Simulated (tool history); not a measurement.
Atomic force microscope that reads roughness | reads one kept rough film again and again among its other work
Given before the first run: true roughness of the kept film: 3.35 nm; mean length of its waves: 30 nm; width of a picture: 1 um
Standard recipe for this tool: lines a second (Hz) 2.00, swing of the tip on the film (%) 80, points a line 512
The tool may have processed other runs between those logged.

| run | hour | lines a second (Hz) | swing of the tip on the film (%) | points a line | roughness of the kept film (nm (root mean square)) |
|---|---|---|---|---|---|
| 1 | 0.0 | 2.00 | 80 | 512 | 2.233 |
| 2 | 35.1 | 2.00 | 80 | 512 | 2.505 |
| 3 | 94.4 | 2.00 | 80 | 512 | 2.178 |
| 4 | 131.3 | 2.00 | 80 | 512 | 2.519 |
| 5 | 174.5 | 2.00 | 80 | 512 | 2.256 |
| 6 | 212.0 | 0.58 | 80 | 512 | 2.938 |
| 7 | 266.6 | 2.00 | 80 | 512 | 2.260 |
| 8 | 307.9 | 2.00 | 80 | 277 | 2.524 |
| 9 | 364.3 | 2.00 | 80 | 277 | 2.217 |
| 10 | 416.5 | 2.00 | 80 | 277 | 2.423 |
| 11 | 456.4 | 2.00 | 80 | 277 | 2.201 |
| 12 | 498.3 | 2.00 | 80 | 277 | 2.504 |
| 13 | 525.8 | 2.00 | 80 | 277 | 2.328 |
| 14 | 552.6 | 2.00 | 80 | 512 | 2.214 |
| 15 | 594.4 | 2.00 | 73 | 512 | 2.663 |
| 16 | 637.3 | 2.00 | 73 | 512 | 2.405 |
| 17 | 693.5 | 2.00 | 73 | 512 | 2.627 |
| 18 | 749.3 | 2.00 | 73 | 512 | 2.322 |
| 19 | 800.6 | 2.00 | 73 | 512 | 2.576 |
| 20 | 850.1 | 2.00 | 73 | 512 | 2.304 |
| 21 | 890.3 | 2.00 | 73 | 512 | 2.607 |
| 22 | 929.7 | 2.00 | 73 | 512 | 2.350 |
| 23 | 979.5 | 2.00 | 73 | 512 | 2.650 |
| 24 | 1028.6 | 2.00 | 80 | 523 | 2.247 |
| 25 | 1082.7 | 2.00 | 80 | 523 | 2.452 |
| 26 | 1106.7 | 2.00 | 80 | 523 | 2.287 |
| 27 | 1159.1 | 2.00 | 69 | 512 | 2.771 |
| 28 | 1212.0 | 2.00 | 69 | 512 | 2.464 |
| 29 | 1265.7 | 2.72 | 69 | 431 | 2.528 |
| 30 | 1311.6 | 3.33 | 61 | 431 | 2.338 |
| 31 | 1363.0 | 1.01 | 61 | 286 | 2.813 |
| 32 | 1399.5 | 0.82 | 84 | 774 | 2.462 |
| 33 | 1455.4 | 3.58 | 84 | 897 | 2.013 |
| 34 | 1498.3 | 3.58 | 80 | 1001 | 1.920 |
| 35 | 1545.5 | 2.14 | 56 | 565 | 2.776 |
| 36 | 1588.5 | 2.14 | 65 | 565 | 2.437 |
| 37 | 1638.9 | 2.00 | 80 | 858 | 2.417 |
| 38 | 1674.4 | 2.00 | 80 | 858 | 2.228 |
| 39 | 1708.4 | 2.00 | 80 | 858 | 2.596 |
| 40 | 1749.7 | 2.00 | 80 | 858 | 2.350 |
| 41 | 1793.6 | 1.56 | 86 | 265 | 2.083 |
| 42 | 1825.8 | 1.56 | 86 | 265 | 2.378 |
| 43 | 1884.0 | 0.88 | 56 | 641 | 2.485 |
| 44 | 1910.4 | 0.79 | 68 | 387 | 2.829 |
| 45 | 1944.2 | 0.79 | 68 | 607 | 2.635 |
| 46 | 1970.7 | 0.79 | 68 | 607 | 2.483 |
| 47 | 2013.5 | 0.66 | 80 | 1016 | 2.751 |
| 48 | 2062.5 | 0.66 | 66 | 560 | 2.538 |
| 49 | 2096.9 | 1.82 | 80 | 320 | 2.479 |
| 50 | 2143.3 | 1.82 | 80 | 320 | 2.219 |

Taken out of this log: 24 entries between the listed runs. Where each belongs, and how the hidden state differs across it:
Runs 1 to 2: new tip fitted (hour 27.0)
  radius of the tip, nm: 16 -> 6.6; height scale over the true one, %: 0.81 -> 0.83
  difference, measured minus the result without the unlogged condition, roughness of the kept film (nm (root mean square)): -0.316 -> -0.034
Runs 3 to 4: new tip fitted (hour 121.0)
  radius of the tip, nm: 18.2 -> 7; height scale over the true one, %: 0.87 -> 0.89
  difference, measured minus the result without the unlogged condition, roughness of the kept film (nm (root mean square)): -0.372 -> -0.045
Runs 5 to 6: new tip fitted (hour 212.0)
  radius of the tip, nm: 15.5 -> 5.4; height scale over the true one, %: 0.91 -> 0.93
  difference, measured minus the result without the unlogged condition, roughness of the kept film (nm (root mean square)): -0.302 -> +0.010
Runs 7 to 8: new tip fitted (hour 305.7)
  radius of the tip, nm: 15.2 -> 5.5; height scale over the true one, %: 0.96 -> 0.98
  difference, measured minus the result without the unlogged condition, roughness of the kept film (nm (root mean square)): -0.290 -> +0.008
Runs 9 to 10: new tip fitted (hour 398.5)
  radius of the tip, nm: 15.9 -> 9.1; height scale over the true one, %: 1.01 -> 1.04
  difference, measured minus the result without the unlogged condition, roughness of the kept film (nm (root mean square)): -0.308 -> -0.109
Runs 11 to 12: new tip fitted (hour 490.1)
  radius of the tip, nm: 16.6 -> 6.9; height scale over the true one, %: 1.06 -> 1.09
  difference, measured minus the result without the unlogged condition, roughness of the kept film (nm (root mean square)): -0.322 -> -0.038
Runs 14 to 15: new tip fitted (hour 585.1)
  radius of the tip, nm: 16.5 -> 6.5; height scale over the true one, %: 1.12 -> 1.14
  difference, measured minus the result without the unlogged condition, roughness of the kept film (nm (root mean square)): -0.319 -> -0.025
Runs 16 to 17: new tip fitted (hour 680.9)
  radius of the tip, nm: 14.8 -> 7.8; height scale over the true one, %: 1.16 -> 1.2
  difference, measured minus the result without the unlogged condition, roughness of the kept film (nm (root mean square)): -0.293 -> -0.069
Runs 18 to 19: new tip fitted (hour 776.5)
  radius of the tip, nm: 17.5 -> 9.6; height scale over the true one, %: 1.23 -> 1.26
  difference, measured minus the result without the unlogged condition, roughness of the kept film (nm (root mean square)): -0.364 -> -0.128
Runs 20 to 21: new tip fitted (hour 870.9)
  radius of the tip, nm: 18.8 -> 8.7; height scale over the true one, %: 1.28 -> 1.31
  difference, measured minus the result without the unlogged condition, roughness of the kept film (nm (root mean square)): -0.399 -> -0.098
Runs 22 to 23: new tip fitted (hour 966.1)
  radius of the tip, nm: 16.4 -> 7.6; height scale over the true one, %: 1.33 -> 1.36
  difference, measured minus the result without the unlogged condition, roughness of the kept film (nm (root mean square)): -0.330 -> -0.057
Runs 24 to 25: new tip fitted (hour 1058.4)
  radius of the tip, nm: 16.4 -> 9.7; height scale over the true one, %: 1.38 -> 1.41
  difference, measured minus the result without the unlogged condition, roughness of the kept film (nm (root mean square)): -0.315 -> -0.121
Runs 26 to 27: new tip fitted (hour 1150.8)
  radius of the tip, nm: 14.4 -> 6.5; height scale over the true one, %: 1.42 -> 1.45
  difference, measured minus the result without the unlogged condition, roughness of the kept film (nm (root mean square)): -0.258 -> -0.017
Runs 28 to 29: new tip fitted (hour 1242.3)
  radius of the tip, nm: 15.9 -> 9.6; height scale over the true one, %: 1.48 -> 1.5
  difference, measured minus the result without the unlogged condition, roughness of the kept film (nm (root mean square)): -0.326 -> -0.118
Runs 30 to 31: new tip fitted (hour 1336.1)
  radius of the tip, nm: 19.1 -> 9.8; height scale over the true one, %: 1.53 -> 1.56
  difference, measured minus the result without the unlogged condition, roughness of the kept film (nm (root mean square)): -0.410 -> -0.137
Runs 32 to 33: new tip fitted (hour 1427.3)
  radius of the tip, nm: 16.6 -> 10.4; height scale over the true one, %: 1.58 -> 1.61
  difference, measured minus the result without the unlogged condition, roughness of the kept film (nm (root mean square)): -0.345 -> -0.113
Runs 34 to 35: new tip fitted (hour 1521.0)
  radius of the tip, nm: 18.5 -> 9.5; height scale over the true one, %: 1.63 -> 1.66
  difference, measured minus the result without the unlogged condition, roughness of the kept film (nm (root mean square)): -0.319 -> -0.122
Runs 36 to 37: new tip fitted (hour 1613.1)
  radius of the tip, nm: 17.5 -> 10.8; height scale over the true one, %: 1.69 -> 1.71
  difference, measured minus the result without the unlogged condition, roughness of the kept film (nm (root mean square)): -0.370 -> -0.148
Runs 38 to 39: new tip fitted (hour 1706.4)
  radius of the tip, nm: 17.1 -> 5.4; height scale over the true one, %: 1.73 -> 1.75
  difference, measured minus the result without the unlogged condition, roughness of the kept film (nm (root mean square)): -0.325 -> +0.029
Runs 41 to 42: new tip fitted (hour 1798.3)
  radius of the tip, nm: 21.5 -> 10; height scale over the true one, %: 1.8 -> 1.82
  difference, measured minus the result without the unlogged condition, roughness of the kept film (nm (root mean square)): -0.425 -> -0.117
Runs 42 to 43: height scale calibrated on a step standard (hour 1866.6)
  radius of the tip, nm: 10 -> 21; height scale over the true one, %: 1.82 -> 0.09
  difference, measured minus the result without the unlogged condition, roughness of the kept film (nm (root mean square)): -0.117 -> -0.544
Runs 43 to 44: new tip fitted (hour 1891.6)
  radius of the tip, nm: 21 -> 8.7; height scale over the true one, %: 0.09 -> 0.1
  difference, measured minus the result without the unlogged condition, roughness of the kept film (nm (root mean square)): -0.544 -> -0.142
Runs 46 to 47: new tip fitted (hour 1987.3)
  radius of the tip, nm: 19.9 -> 9.7; height scale over the true one, %: 0.13 -> 0.16
  difference, measured minus the result without the unlogged condition, roughness of the kept film (nm (root mean square)): -0.501 -> -0.170
Runs 48 to 49: new tip fitted (hour 2079.0)
  radius of the tip, nm: 19 -> 8.2; height scale over the true one, %: 0.18 -> 0.2
  difference, measured minus the result without the unlogged condition, roughness of the kept film (nm (root mean square)): -0.481 -> -0.103
